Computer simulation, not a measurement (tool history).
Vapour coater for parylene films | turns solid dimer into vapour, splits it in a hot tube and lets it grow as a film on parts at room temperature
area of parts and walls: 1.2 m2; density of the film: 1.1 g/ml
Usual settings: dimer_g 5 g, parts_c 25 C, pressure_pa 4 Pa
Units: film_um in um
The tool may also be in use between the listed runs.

run	day	dimer_g	parts_c	pressure_pa	film_um
1	0	5	25	4	2.96
2	0.55	5	25	4	2.95
3	1.112	5	25	4	2.96
4	1.871	5	25	4	2.94
5	2.579	4	25	4	2.35
6	3.462	4	25	4	2.36
7	4.362	4	25	4	2.36
8	5.267	4	25	4	2.35
9	6.079	4	25	4	2.35
10	7.062	4	25	4	2.35
11	7.688	4	30	4	2.08
12	8.479	4	30	4	2.07
# day 8.583: table's thermometer calibrated
13	9.121	5	25	4	2.95
14	10.092	5	25	4	2.92
# day 10.404: table's thermometer calibrated, once more
15	11.017	5	25	4	2.9
16	12.038	5	25	4	2.94
17	12.996	5	25	4	2.92
18	14.079	5	25	4	2.94
19	15.1	5	25	4	2.94
20	15.775	5	25	4	2.93
21	16.762	5	25	7.9	2.79

Run 22 comes next. What will it give?
22	17.862	5	25	7.9	?

film_um: 2.8 um
Without the tool's hidden state the same run would have given film_um 2.89 um.

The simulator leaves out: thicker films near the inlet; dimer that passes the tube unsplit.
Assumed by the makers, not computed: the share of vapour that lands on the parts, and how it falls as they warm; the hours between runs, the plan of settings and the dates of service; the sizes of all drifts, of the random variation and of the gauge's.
